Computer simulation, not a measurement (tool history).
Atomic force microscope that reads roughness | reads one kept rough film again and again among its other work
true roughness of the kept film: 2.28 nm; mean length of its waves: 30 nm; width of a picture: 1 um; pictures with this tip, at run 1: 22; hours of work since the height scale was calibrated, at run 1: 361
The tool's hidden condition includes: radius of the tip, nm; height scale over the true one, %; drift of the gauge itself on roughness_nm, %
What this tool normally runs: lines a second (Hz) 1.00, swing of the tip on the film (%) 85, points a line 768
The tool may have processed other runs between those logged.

run	hour	lines a second (Hz)	swing of the tip on the film (%)	points a line	pictures with this tip	hours of work since the height scale was calibrated	roughness of the kept film (nm (root mean square))
1	0.0	1.00	85	768	22	361	1.998
2	10.4	1.00	85	768	44	369	1.985
3	26.8	1.00	85	768	77	381	1.983
4	33.9	1.69	85	768	92	386	1.900
5	44.3	1.69	85	768	113	394	1.899
6	57.3	0.86	85	768	140	404	2.001
# hour 66.2: new tip fitted
7	73.5	0.86	85	768	15	415	2.018
8	90.6	0.86	85	768	50	428	1.990
9	105.8	0.95	67	768	81	440	2.069

What does the tool deliver on the next run?
10	114.6	3.28	87	492	99	446	?

roughness of the kept film (nm (root mean square)): 1.694
With no hidden state in the tool, this same run would have given roughness of the kept film (nm (root mean square)) 1.699.
